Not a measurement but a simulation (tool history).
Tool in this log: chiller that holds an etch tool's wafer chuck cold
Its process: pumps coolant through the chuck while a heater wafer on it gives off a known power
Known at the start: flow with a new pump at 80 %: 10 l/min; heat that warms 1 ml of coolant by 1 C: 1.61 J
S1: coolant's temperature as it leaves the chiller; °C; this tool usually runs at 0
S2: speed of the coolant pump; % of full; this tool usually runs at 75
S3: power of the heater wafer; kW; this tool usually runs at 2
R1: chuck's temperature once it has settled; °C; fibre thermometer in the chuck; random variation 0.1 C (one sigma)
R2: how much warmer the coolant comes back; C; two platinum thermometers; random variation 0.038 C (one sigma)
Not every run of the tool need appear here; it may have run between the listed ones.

{"run": 1, "hour": 0.0, "S1": 0, "S2": 75, "S3": 2, "R1": 19.6, "R2": 8.64}
{"run": 2, "hour": 88.8, "S1": 0, "S2": 75, "S3": 2, "R1": 19.6, "R2": 8.75}
{"run": 3, "hour": 140.7, "S1": 0, "S2": 75, "S3": 2, "R1": 19.6, "R2": 8.72}
{"run": 4, "hour": 205.8, "S1": 0, "S2": 91, "S3": 2, "R1": 16.2, "R2": 7.06}
{"run": 5, "hour": 266.4, "S1": 9, "S2": 75, "S3": 2, "R1": 28.8, "R2": 8.78}
{"run": 6, "hour": 362.0, "S1": 0, "S2": 89, "S3": 2, "R1": 16.6, "R2": 7.32}
{"run": 7, "hour": 457.3, "S1": 0, "S2": 89, "S3": 2, "R1": 16.9, "R2": 7.35}
{"run": 8, "hour": 547.6, "S1": 0, "S2": 75, "S3": 2.045, "R1": 20.3, "R2": 9.07}
{"run": 9, "hour": 641.9, "S1": 0, "S2": 75, "S3": 2.045, "R1": 20.6, "R2": 9.06}
{"run": 10, "hour": 729.4, "S1": 0, "S2": 75, "S3": 2.045, "R1": 20.5, "R2": 9.1}
{"run": 11, "hour": 822.6, "S1": 0, "S2": 67, "S3": 2.944, "R1": 33.9, "R2": 14.98}
{"run": 12, "hour": 890.1, "S1": 2, "S2": 75, "S3": 2.133, "R1": 23.8, "R2": 9.53}
{"run": 13, "hour": 966.7, "S1": 2, "S2": 75, "S3": 2.133, "R1": 24.1, "R2": 9.57}
{"run": 14, "hour": 1053.0, "S1": 2, "S2": 75, "S3": 2.133, "R1": 24, "R2": 9.75}
{"run": 15, "hour": 1157.0, "S1": 0, "S2": 75, "S3": 1.112, "R1": 11.3, "R2": 5.01}
{"run": 16, "hour": 1225.1, "S1": 0, "S2": 75, "S3": 1.112, "R1": 11.6, "R2": 5.01}
{"run": 17, "hour": 1325.3, "S1": 5, "S2": 95, "S3": 1.049, "R1": 13.5, "R2": 3.66}
{"run": 18, "hour": 1383.6, "S1": 5, "S2": 95, "S3": 1.049, "R1": 13.8, "R2": 3.63}
{"run": 19, "hour": 1482.3, "S1": 0, "S2": 80, "S3": 1.362, "R1": 13.4, "R2": 5.73}

Branching from run 19: 5 alternative next runs. What would each branch give?
{"run": "A", "hour": 1583.5, "S1": 7, "S2": 80, "S3": 1.362, "R1": "?", "R2": "?"}
{"run": "B", "hour": 1583.5, "S1": 0, "S2": 91, "S3": 1.642, "R1": "?", "R2": "?"}
{"run": "C", "hour": 1583.5, "S1": 1, "S2": 78, "S3": 1.837, "R1": "?", "R2": "?"}
{"run": "D", "hour": 1583.5, "S1": 0, "S2": 85, "S3": 1.362, "R1": "?", "R2": "?"}
{"run": "E", "hour": 1583.5, "S1": -1, "S2": 80, "S3": 1.362, "R1": "?", "R2": "?"}

run=A R1=20.5 R2=5.81
run=B R1=14.2 R2=6.02
run=C R1=19.9 R2=7.98
run=D R1=12.8 R2=5.43
run=E R1=12.4 R2=5.79
Take away the tool's hidden state, keep each run's random variation, and the runs would have read:
run=A R1=18 R2=5.09
run=B R1=11.6 R2=5.26
run=C R1=16.3 R2=6.97
run=D R1=10.5 R2=4.75
run=E R1=10 R2=5.06

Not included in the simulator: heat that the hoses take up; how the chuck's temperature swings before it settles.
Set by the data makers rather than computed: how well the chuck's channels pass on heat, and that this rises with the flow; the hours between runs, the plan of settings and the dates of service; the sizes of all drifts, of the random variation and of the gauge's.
